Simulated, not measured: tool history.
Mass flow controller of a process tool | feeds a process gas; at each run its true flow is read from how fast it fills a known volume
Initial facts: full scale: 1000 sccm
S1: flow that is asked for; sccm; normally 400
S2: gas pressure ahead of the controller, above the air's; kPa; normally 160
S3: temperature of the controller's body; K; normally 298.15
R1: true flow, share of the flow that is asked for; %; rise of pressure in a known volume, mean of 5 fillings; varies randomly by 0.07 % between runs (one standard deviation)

| run | day | S1 | S2 | S3 | R1 |
|---|---|---|---|---|---|
| 1 | 0 | 400 | 160 | 298.15 | 97.56 |
| 2 | 10.508 | 400 | 160 | 298.15 | 97.49 |
| 3 | 28.317 | 400 | 160 | 295.15 | 96.71 |
| 4 | 36.204 | 462 | 160 | 298.15 | 97.25 |
| 5 | 43.829 | 462 | 160 | 298.15 | 97.07 |
| 6 | 58.688 | 462 | 160 | 298.15 | 96.89 |
| 7 | 67.475 | 462 | 160 | 298.15 | 96.7 |
| 8 | 76.729 | 462 | 160 | 298.15 | 96.49 |
| 9 | 92.546 | 400 | 141 | 298.15 | 96.07 |
| 10 | 101.725 | 400 | 141 | 298.15 | 95.91 |
| 11 | 113.475 | 400 | 160 | 302.15 | 96.15 |
| 12 | 128.317 | 793 | 160 | 298.15 | 96.37 |
| 13 | 138.788 | 793 | 160 | 298.15 | 96.3 |
| 14 | 150.542 | 793 | 160 | 298.15 | 96.17 |
|  | 165.717 | controller's zero set anew |
| 15 | 167.371 | 793 | 160 | 298.15 | 96.6 |
| 16 | 182.979 | 247 | 148 | 297.15 | 95.37 |
| 17 | 200.367 | 247 | 148 | 297.15 | 94.99 |
| 18 | 215.879 | 247 | 266 | 300.15 | 95.45 |
| 19 | 225.546 | 247 | 266 | 300.15 | 95.3 |
| 20 | 237.121 | 247 | 266 | 300.15 | 95.07 |
| 21 | 253.562 | 193 | 186 | 298.15 | 93.74 |
| 22 | 262.675 | 231 | 196 | 309.15 | 94.88 |
| 23 | 274.158 | 185 | 167 | 306.15 | 93.96 |
| 24 | 283.754 | 186 | 157 | 295.15 | 92.5 |
| 25 | 294.012 | 186 | 157 | 295.15 | 92.23 |
| 26 | 302.358 | 186 | 157 | 295.15 | 92.04 |
|  | 313.662 | controller exchanged for a calibrated one |
| 27 | 320.842 | 186 | 157 | 295.15 | 98.35 |
| 28 | 335.821 | 186 | 157 | 295.15 | 97.9 |
| 29 | 343.433 | 186 | 269 | 295.15 | 98.24 |

Predict each of these 4 candidate next runs independently; none follows another, all start after run 29:
| A | 356.733 | 386 | 255 | 311.15 | ? |
| B | 356.733 | 615 | 146 | 307.15 | ? |
| C | 356.733 | 400 | 189 | 298.15 | ? |
| D | 356.733 | 400 | 160 | 295.15 | ? |

| run | R1 |
|---|---|
| A | 100.03 |
| B | 99.63 |
| C | 98.54 |
| D | 98.12 |
Stripped of hidden state, with their random variation kept, the same runs would have yielded:
| run | R1 |
|---|---|
| A | 100.71 |
| B | 100.2 |
| C | 99.21 |
| D | 98.79 |
